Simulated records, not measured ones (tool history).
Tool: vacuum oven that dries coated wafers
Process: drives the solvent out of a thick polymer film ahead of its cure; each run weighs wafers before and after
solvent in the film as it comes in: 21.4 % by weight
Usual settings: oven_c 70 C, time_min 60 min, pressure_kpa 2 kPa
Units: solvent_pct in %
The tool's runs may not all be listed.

Run 1, hour 0: usual settings. Result: solvent_pct 2.25 %.
Run 2, hour 89.9: usual settings but time_min 36 min. Result: solvent_pct 4.71 %.
Run 3, hour 126.3: usual settings. Result: solvent_pct 2.24 %.
Run 4, hour 200.6: usual settings but oven_c 62 C. Result: solvent_pct 4.89 %.
Run 5, hour 245.2: usual settings but oven_c 62 C. Result: solvent_pct 5.01 %.
Run 6, hour 305.9: usual settings but pressure_kpa 7.15 kPa. Result: solvent_pct 4.08 %.
Run 7, hour 374.9: usual settings. Result: solvent_pct 2.38 %.
At hour 383.6: vacuum gauge cleaned of residue and calibrated.
Run 8, hour 437.4: usual settings. Result: solvent_pct 2.36 %.
Run 9, hour 528: usual settings but time_min 41 min. Result: solvent_pct 4.23 %.
Run 10, hour 604.1: usual settings but time_min 41 min. Result: solvent_pct 4.31 %.
Run 11, hour 676.8: usual settings but time_min 49 min, pressure_kpa 1.33 kPa. Result: solvent_pct 3.09 %.
Run 12, hour 717.5: usual settings but oven_c 75 C, time_min 70 min. Result: solvent_pct 1.18 %.
Run 13, hour 791.1: usual settings but oven_c 64 C, time_min 73 min, pressure_kpa 2.57 kPa. Result: solvent_pct 3.75 %.
At hour 818.3: vacuum gauge cleaned of residue and calibrated, once more.
Run 14, hour 832.8: usual settings but oven_c 64 C, time_min 46 min, pressure_kpa 7.44 kPa. Result: solvent_pct 7.61 %.
Run 15, hour 894: usual settings but pressure_kpa 5.48 kPa. Result: solvent_pct 3.43 %.
Run 16, hour 944.5: usual settings but oven_c 64 C, pressure_kpa 2.28 kPa. Result: solvent_pct 4.55 %.
Run 17, hour 1015.9: usual settings but oven_c 64 C, pressure_kpa 2.28 kPa. Result: solvent_pct 4.66 %.

The same runs without the tool's hidden state, with the same run-to-run variation:
The hidden state here: true wafer temperature over the reading, C; true pressure over the reading, kPa; drift of the gauge itself on solvent_pct, %.
run  solvent_pct
  1         1.99
  2         4.35
  3         1.95
  4         4.43
  5         4.53
  6         3.68
  7         2.02
  8         1.93
  9         3.69
 10         3.73
 11         2.53
 12         0.87
 13         3.06
 14         7.01
 15         3.03
 16         4.01
 17         4.07

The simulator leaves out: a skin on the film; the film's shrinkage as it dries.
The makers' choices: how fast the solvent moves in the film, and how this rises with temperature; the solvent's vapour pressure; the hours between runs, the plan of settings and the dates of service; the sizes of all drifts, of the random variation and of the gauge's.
